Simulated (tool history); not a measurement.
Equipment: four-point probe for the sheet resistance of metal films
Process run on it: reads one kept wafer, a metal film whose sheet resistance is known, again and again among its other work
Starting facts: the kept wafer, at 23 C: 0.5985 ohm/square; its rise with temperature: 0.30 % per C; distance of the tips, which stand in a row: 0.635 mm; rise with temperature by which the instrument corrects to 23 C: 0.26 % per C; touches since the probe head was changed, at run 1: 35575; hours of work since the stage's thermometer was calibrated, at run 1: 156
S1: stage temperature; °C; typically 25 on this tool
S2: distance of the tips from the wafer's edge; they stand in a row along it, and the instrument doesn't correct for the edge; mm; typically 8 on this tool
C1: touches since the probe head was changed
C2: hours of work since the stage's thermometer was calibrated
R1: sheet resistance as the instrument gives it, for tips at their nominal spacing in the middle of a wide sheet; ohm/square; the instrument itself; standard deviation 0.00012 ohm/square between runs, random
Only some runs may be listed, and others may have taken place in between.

Run 1, day 0: usual settings; C1 35575; C2 156. Result: R1 0.599541 ohm/square.
Run 2, day 1.167: usual settings but S2 11 mm; C1 36435; C2 175. Result: R1 0.598347 ohm/square.
Run 3, day 2.2: usual settings; C1 37197; C2 192. Result: R1 0.599218 ohm/square.
Run 4, day 2.792: usual settings; C1 37633; C2 202. Result: R1 0.599229 ohm/square.
Run 5, day 3.738: usual settings; C1 38332; C2 218. Result: R1 0.599488 ohm/square.
Run 6, day 4.95: usual settings but S1 20 °C; C1 39225; C2 238. Result: R1 0.598164 ohm/square.
Run 7, day 5.833: usual settings but S1 20 °C; C1 39878; C2 252. Result: R1 0.598114 ohm/square.
Run 8, day 7.042: usual settings but S1 20 °C; C1 40768; C2 272. Result: R1 0.597959 ohm/square.
Run 9, day 8.012: usual settings but S1 20 °C; C1 41484; C2 289. Result: R1 0.598026 ohm/square.
Run 10, day 8.983: usual settings but S2 33 mm; C1 42200; C2 305. Result: R1 0.597425 ohm/square.
Run 11, day 10.183: usual settings but S2 4 mm; C1 43084; C2 325. Result: R1 0.605525 ohm/square.
Run 12, day 11.204: usual settings but S2 4 mm; C1 43838; C2 341. Result: R1 0.605373 ohm/square.
Run 13, day 12.312: usual settings but S2 4 mm; C1 44654; C2 360. Result: R1 0.605389 ohm/square.
Run 14, day 13.408: usual settings but S2 4 mm; C1 45463; C2 378. Result: R1 0.60526 ohm/square.
Run 15, day 14.112: usual settings but S2 4 mm; C1 45983; C2 390. Result: R1 0.605637 ohm/square.
Run 16, day 15.2: usual settings but S2 15 mm; C1 46783; C2 408. Result: R1 0.598376 ohm/square.
Run 17, day 15.858: usual settings but S2 15 mm; C1 47269; C2 419. Result: R1 0.598034 ohm/square.
Run 18, day 16.567: usual settings but S2 15 mm; C1 47793; C2 430. Result: R1 0.598335 ohm/square.
Run 19, day 17.479: usual settings but S2 15 mm; C1 48466; C2 445. Result: R1 0.598254 ohm/square.
Run 20, day 18.262: usual settings but S1 28 °C, S2 15 mm; C1 49042; C2 458. Result: R1 0.598935 ohm/square.
Run 21, day 19.075: usual settings but S1 26 °C, S2 25 mm; C1 49642; C2 472. Result: R1 0.598129 ohm/square.
Run 22, day 20.271: usual settings but S1 26 °C, S2 25 mm; C1 50524; C2 492. Result: R1 0.598052 ohm/square.
Run 23, day 21.188: usual settings but S1 19 °C, S2 33 mm; C1 51201; C2 507. Result: R1 0.59615 ohm/square.
Run 24, day 21.896: usual settings but S1 18 °C; C1 51721; C2 519. Result: R1 0.597897 ohm/square.
Run 25, day 22.942: usual settings but S1 28 °C, S2 9 mm; C1 52494; C2 536. Result: R1 0.599897 ohm/square.
Run 26, day 23.771: usual settings but S1 32 °C, S2 5 mm; C1 53105; C2 550. Result: R1 0.604622 ohm/square.
Run 27, day 24.892: usual settings but S1 29 °C; C1 53931; C2 568. Result: R1 0.600582 ohm/square.
Run 28, day 25.992: usual settings but S1 28 °C, S2 7 mm; C1 54744; C2 587. Result: R1 0.601167 ohm/square.
Run 29, day 27.008: usual settings but S1 21 °C, S2 34 mm; C1 55491; C2 603. Result: R1 0.596991 ohm/square.
Run 30, day 27.721: usual settings but S1 18 °C, S2 18 mm; C1 56017; C2 615. Result: R1 0.59618 ohm/square.
Run 31, day 28.283: usual settings but S1 18 °C, S2 18 mm; C1 56433; C2 625. Result: R1 0.59637 ohm/square.
Run 32, day 29.104: usual settings but S1 18 °C, S2 18 mm; C1 57037; C2 638. Result: R1 0.596033 ohm/square.
Run 33, day 30.038: usual settings but S1 21 °C, S2 38 mm; C1 57726; C2 654. Result: R1 0.596754 ohm/square.
Run 34, day 30.55: usual settings but S1 19 °C, S2 6 mm; C1 58103; C2 662. Result: R1 0.59989 ohm/square.
Run 35, day 31.279: usual settings but S1 19 °C, S2 6 mm; C1 58642; C2 674. Result: R1 0.599602 ohm/square.

Below, each run's measurement less what the same run would have read without the hidden state. Both values contain the same run-to-run variation, but the gauge's scatter may not be the same in both:
The tool's hidden condition here consists of: inner tips' distance over the nominal, %; tips' flats over new ones', %; wafer's true temperature over the reading, C; drift of the gauge itself on sheet_ohm, %.
run         R1
  1  -0.001684
  2  -0.001667
  3  -0.001655
  4  -0.001648
  5  -0.001638
  6  -0.001621
  7  -0.001608
  8  -0.001592
  9  -0.001582
 10  -0.001569
 11  -0.001574
 12  -0.001562
 13  -0.001547
 14  -0.001531
 15  -0.001524
 16  -0.001493
 17  -0.001485
 18  -0.001478
 19  -0.001467
 20  -0.001456
 21  -0.001445
 22  -0.001429
 23  -0.001417
 24  -0.001416
 25  -0.001401
 26  -0.001397
 27  -0.001378
 28  -0.001366
 29   -0.00135
 30  -0.001343
 31  -0.001335
 32  -0.001324
 33  -0.001311
 34  -0.001314
 35  -0.001304

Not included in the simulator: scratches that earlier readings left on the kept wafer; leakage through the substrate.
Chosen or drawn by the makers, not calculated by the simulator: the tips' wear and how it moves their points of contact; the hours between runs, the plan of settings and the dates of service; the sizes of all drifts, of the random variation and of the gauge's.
